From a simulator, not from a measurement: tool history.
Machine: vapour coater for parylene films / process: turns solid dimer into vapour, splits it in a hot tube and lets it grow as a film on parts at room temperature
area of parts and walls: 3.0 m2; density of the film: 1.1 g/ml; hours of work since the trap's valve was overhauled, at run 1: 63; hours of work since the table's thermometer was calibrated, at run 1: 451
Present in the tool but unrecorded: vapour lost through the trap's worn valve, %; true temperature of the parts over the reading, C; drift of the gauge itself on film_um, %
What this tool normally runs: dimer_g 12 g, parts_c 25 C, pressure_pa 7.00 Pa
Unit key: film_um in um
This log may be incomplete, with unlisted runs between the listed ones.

run	hour	dimer_g	parts_c	pressure_pa	hours of work since the trap's valve was overhauled	hours of work since the table's thermometer was calibrated	film_um
1	0.0	12	25	7.00	63	451	1.509
2	16.0	12	25	7.00	74	462	1.516
3	34.1	12	25	7.00	86	474	1.517
4	45.7	12	35	7.00	93	482	1.249
5	64.0	12	35	7.00	106	494	1.240
6	75.6	12	25	2.97	113	502	1.811
7	88.8	12	25	2.97	122	510	1.817
8	103.5	12	25	2.97	132	520	1.809
9	118.5	12	25	2.97	142	530	1.808
10	127.4	12	25	2.97	148	536	1.807
11	138.4	12	31	7.00	155	543	1.333
12	153.2	12	31	7.00	165	553	1.322
13	166.5	12	31	7.00	174	562	1.323
14	179.3	12	31	7.00	182	570	1.316
15	189.7	12	31	7.00	189	577	1.313
16	207.6	12	17	7.00	201	589	1.717
17	223.3	12	17	7.00	211	599	1.718
18	240.5	12	17	7.00	223	611	1.724
19	255.3	12	17	7.00	232	621	1.723
20	264.0	12	17	7.00	238	626	1.730
21	282.0	12	26	7.00	250	638	1.443
22	301.3	12	25	7.00	263	651	1.459
23	318.5	12	28	7.00	274	663	1.370
24	329.1	13	25	7.00	281	670	1.577
# hour 338.3: trap's valve overhauled
25	343.6	13	25	7.00	4	676	1.541
26	363.4	6	31	4.74	17	690	0.688
27	374.4	9	17	2.14	24	697	1.602
28	392.4	7	17	3.32	36	709	1.135
29	400.7	12	18	2.73	41	714	1.972
30	411.7	12	18	2.73	49	722	1.972
31	430.9	19	19	5.83	61	734	2.612
32	439.5	8	18	9.64	67	740	1.002
33	450.6	8	18	9.64	74	747	0.990
# hour 458.7: trap's valve overhauled, once more
34	467.0	12	20	9.51	5	756	1.572
35	485.8	14	25	2.20	18	768	2.292
36	501.1	14	25	7.00	28	778	1.778
37	515.8	14	25	7.00	38	788	1.774
38	528.0	11	24	3.27	46	796	1.685
39	544.1	11	24	3.27	57	807	1.680
40	558.4	11	24	3.27	66	816	1.656
41	570.1	15	18	8.51	74	824	2.071
42	584.0	15	22	10.58	83	833	1.821
43	595.0	14	24	7.00	90	840	1.789
44	609.2	14	24	9.25	100	850	1.680
45	626.8	19	27	2.21	111	861	2.950

How the hidden state differs across the entries between the runs, from the last listed run before each to the first after it:
Logged between run 24 and run 25: trap's valve overhauled (hour 338.3)
  vapour lost through the trap's worn valve, %: 5.5 -> 7.7; true temperature of the parts over the reading, C: 0.4 -> 0.41
  measured minus no-state result, film_um: -0.104 -> -0.142 um
Logged between run 33 and run 34: trap's valve overhauled, once more (hour 458.7)
  vapour lost through the trap's worn valve, %: 8.9 -> 0.4; true temperature of the parts over the reading, C: 0.46 -> 0.47
  measured minus no-state result, film_um: -0.107 -> -0.021 um
